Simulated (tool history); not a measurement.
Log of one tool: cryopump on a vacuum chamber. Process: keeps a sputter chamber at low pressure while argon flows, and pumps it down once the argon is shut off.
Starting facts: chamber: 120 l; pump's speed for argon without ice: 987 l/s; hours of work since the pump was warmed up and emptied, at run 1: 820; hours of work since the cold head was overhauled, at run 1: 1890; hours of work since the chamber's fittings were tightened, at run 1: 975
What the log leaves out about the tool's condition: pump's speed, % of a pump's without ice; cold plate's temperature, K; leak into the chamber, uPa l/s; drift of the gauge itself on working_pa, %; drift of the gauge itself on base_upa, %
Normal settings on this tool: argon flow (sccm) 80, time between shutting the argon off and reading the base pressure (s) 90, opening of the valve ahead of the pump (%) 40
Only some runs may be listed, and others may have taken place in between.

| run | hour | argon flow (sccm) | time between shutting the argon off and reading the base pressure (s) | opening of the valve ahead of the pump (%) | hours of work since the pump was warmed up and emptied | hours of work since the cold head was overhauled | hours of work since the chamber's fittings were tightened | pressure while argon flows (Pa) | pressure after the wait (uPa) |
|---|---|---|---|---|---|---|---|---|---|
| 1 | 0.0 | 80 | 90 | 40 | 820 | 1890 | 975 | 0.3849 | 2.42 |
| 2 | 100.9 | 80 | 94 | 40 | 870 | 1939 | 1024 | 0.3881 | 2.58 |
| 3 | 200.3 | 80 | 94 | 40 | 919 | 1989 | 1073 | 0.3932 | 2.66 |
| 4 | 294.8 | 80 | 94 | 40 | 966 | 2035 | 1120 | 0.3984 | 2.75 |
| 5 | 340.8 | 80 | 94 | 40 | 989 | 2058 | 1143 | 0.4009 | 2.80 |
|  | 380.8 | pump warmed up, emptied and cooled again |
| 6 | 424.4 | 80 | 90 | 40 | 21 | 2097 | 1181 | 0.3456 | 2.31 |
| 7 | 489.4 | 80 | 90 | 40 | 54 | 2129 | 1214 | 0.3482 | 2.27 |
| 8 | 567.3 | 80 | 90 | 40 | 92 | 2167 | 1252 | 0.3484 | 2.39 |
| 9 | 649.5 | 85 | 90 | 40 | 133 | 2208 | 1292 | 0.3749 | 2.44 |
| 10 | 740.1 | 80 | 90 | 40 | 177 | 2252 | 1337 | 0.3515 | 2.52 |
| 11 | 841.9 | 80 | 90 | 40 | 227 | 2303 | 1387 | 0.3552 | 2.62 |
| 12 | 944.8 | 80 | 90 | 40 | 278 | 2353 | 1438 | 0.3548 | 2.70 |
| 13 | 1041.5 | 80 | 41 | 40 | 326 | 2401 | 1486 | 0.3604 | 3.33 |
| 14 | 1093.8 | 61 | 184 | 52 | 352 | 2427 | 1512 | 0.2156 | 2.56 |
| 15 | 1147.5 | 84 | 163 | 40 | 378 | 2453 | 1538 | 0.3801 | 2.66 |
| 16 | 1223.4 | 97 | 21 | 40 | 416 | 2491 | 1576 | 0.4385 | 4.55 |
| 17 | 1316.0 | 83 | 21 | 40 | 461 | 2536 | 1621 | 0.3759 | 4.61 |
| 18 | 1374.3 | 83 | 21 | 40 | 490 | 2565 | 1650 | 0.3815 | 4.69 |
| 19 | 1458.2 | 83 | 21 | 40 | 531 | 2607 | 1691 | 0.3828 | 4.75 |
| 20 | 1517.6 | 83 | 21 | 40 | 561 | 2636 | 1721 | 0.3874 | 4.84 |
| 21 | 1561.2 | 121 | 90 | 17 | 582 | 2657 | 1742 | 1.2627 | 3.30 |
| 22 | 1659.2 | 123 | 90 | 17 | 631 | 2706 | 1791 | 1.2884 | 3.49 |
| 23 | 1741.1 | 123 | 90 | 17 | 671 | 2746 | 1831 | 1.2964 | 3.46 |

A few steps of pressure while argon flows (Pa) between consecutive runs. Split each: what settings, incoming material and random variation would produce without the hidden state, and what is left over for the hidden state, along with gauge scatter present in only one of the two compared results (measured, and without hidden state):
Run 5 -> 6: time between shutting the argon off and reading the base pressure (s) 94 -> 90, pump warmed up, emptied and cooled again. pressure while argon flows (Pa) -0.0553: hidden state -0.0501, all else -0.0052.
Run 14 -> 15: argon flow (sccm) 61 -> 84, time between shutting the argon off and reading the base pressure (s) 184 -> 163, opening of the valve ahead of the pump (%) 52 -> 40. pressure while argon flows (Pa) +0.1645: hidden state +0.0065, all else +0.1580.
Run 20 -> 21: argon flow (sccm) 83 -> 121, time between shutting the argon off and reading the base pressure (s) 21 -> 90, opening of the valve ahead of the pump (%) 40 -> 17. pressure while argon flows (Pa) +0.8753: hidden state +0.0149, all else +0.8604.

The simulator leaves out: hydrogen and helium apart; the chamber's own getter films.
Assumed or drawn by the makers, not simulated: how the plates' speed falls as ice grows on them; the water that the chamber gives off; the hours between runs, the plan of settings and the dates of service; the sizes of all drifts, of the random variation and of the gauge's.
